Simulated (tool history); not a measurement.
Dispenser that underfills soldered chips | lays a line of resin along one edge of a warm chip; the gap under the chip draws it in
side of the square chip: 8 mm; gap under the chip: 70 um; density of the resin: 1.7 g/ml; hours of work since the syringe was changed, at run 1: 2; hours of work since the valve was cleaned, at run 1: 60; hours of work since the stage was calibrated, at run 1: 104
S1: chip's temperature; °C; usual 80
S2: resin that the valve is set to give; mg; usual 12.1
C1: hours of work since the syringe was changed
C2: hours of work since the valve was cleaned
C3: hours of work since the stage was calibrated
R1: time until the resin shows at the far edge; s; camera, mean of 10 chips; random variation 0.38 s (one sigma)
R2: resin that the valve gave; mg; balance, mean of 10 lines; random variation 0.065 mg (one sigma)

run   hour  S1    S2  C1  C2   C3    R1     R2
  1      0  80  12.1   2  60  104  24.8  11.56
  2    4.5  80  12.1   6  64  108  28.7  11.44
      12.8  -- new syringe of resin
  3   13.4  80  12.1   0  70  114  23.7  11.43
  4   18.1  80  12.1   4  74  118    27  11.42
  5   24.6  85  12.1   9  79  123  29.5  11.37
      28.4  -- new syringe of resin
  6   31.5  85  12.1   2  84  128  21.7   11.3
        35  -- dispensing valve cleaned and set on the balance
  7   39.7  85  12.1   8   4  133  27.3  11.96
      45.3  -- new syringe of resin
  8   45.6  85  12.1   0   8  138  19.6  11.88
  9   49.5  85  12.1   3  11  141  22.2  11.96
 10     54  82  12.1   7  14  144  28.3  11.91
      61.2  -- new syringe of resin
 11   61.8  80  12.1   0  20  150  23.6  11.86
 12   66.5  80  12.1   4  24  153  27.7  11.85
 13   73.8  84  12.1  10  29  159  30.5  11.78
      77.1  -- new syringe of resin
 14     82  84  12.1   4  35  165  22.6  11.84
 15   86.7  80  11.6   7  39  168  30.9  11.05
 16   90.8  80  12.1  10  42  172  35.5  11.71
      92.7  -- new syringe of resin
 17   96.7  80  14.4   3  46  176  25.2  13.86
 18  104.3  80  14.4   9  52  182  30.9  13.86
     108.3  -- new syringe of resin
 19  110.2  80  14.4   1  56  186  23.8  13.45
 20  115.5  80  14.4   5  60  190  27.6  13.63
 21  120.9  80  14.4  10  64  194  32.3  13.57
     124.2  -- new syringe of resin
 22  128.8  77  11.2   3  70  200  28.6  10.52
 23  137.1  69  12.4  10  76  206  46.6  11.63
     139.8  -- new syringe of resin
 24  145.7  91  12.4   5  83  212  20.4  11.32
       150  -- dispensing valve cleaned and set on the balance
 25  152.7  80  11.1   9   2  217    34  11.02
     156.5  -- new syringe of resin
 26  159.8  80  11.1   2   7  222  25.6   11.1
 27    165  90  10.6   6  11  226  22.8  10.41
     172.5  -- new syringe of resin
 28  173.2  87  13.8   1  17  232  17.2  13.56
 29  177.4  83  10.4   4  20  235  24.7   10.1
 30  185.3  86  11.4  10  26  241  28.2  11.13
     188.5  -- new syringe of resin
 31  190.7  88  11.8   2  30  245  19.1  11.47
 32  196.6  88  11.8   6  35  250    22  11.41
 33  202.9  88  11.8  11  40  254  27.7  11.46
     204.7  -- new syringe of resin
 34  211.7  80  14.8   5  46  261  27.2  14.38
 35  219.9  92  15.2  12  52  267  25.7  14.37
     220.7  -- new syringe of resin
 36  226.6  92  15.2   5  57  272  18.9  14.22
 37  232.4  79  15.1   9  62  276  32.2   14.2

Forecast each of these 3 alternatives for the next run:
     236.6  -- new syringe of resin
  A  236.7  70  13.3   0  65  279   ?   ?
     236.6  -- new syringe of resin
  B  236.7  85  13.7   0  65  279   ?   ?
     236.6  -- new syringe of resin
  C  236.7  79  15.1   0  65  279   ?   ?

run    R1     R2
  A  29.9  12.52
  B  19.8  12.99
  C    23  14.24
Without the tool's hidden state the same runs would have given:
run    R1     R2
  A  30.3  13.27
  B    20  13.76
  C  23.3  15.09

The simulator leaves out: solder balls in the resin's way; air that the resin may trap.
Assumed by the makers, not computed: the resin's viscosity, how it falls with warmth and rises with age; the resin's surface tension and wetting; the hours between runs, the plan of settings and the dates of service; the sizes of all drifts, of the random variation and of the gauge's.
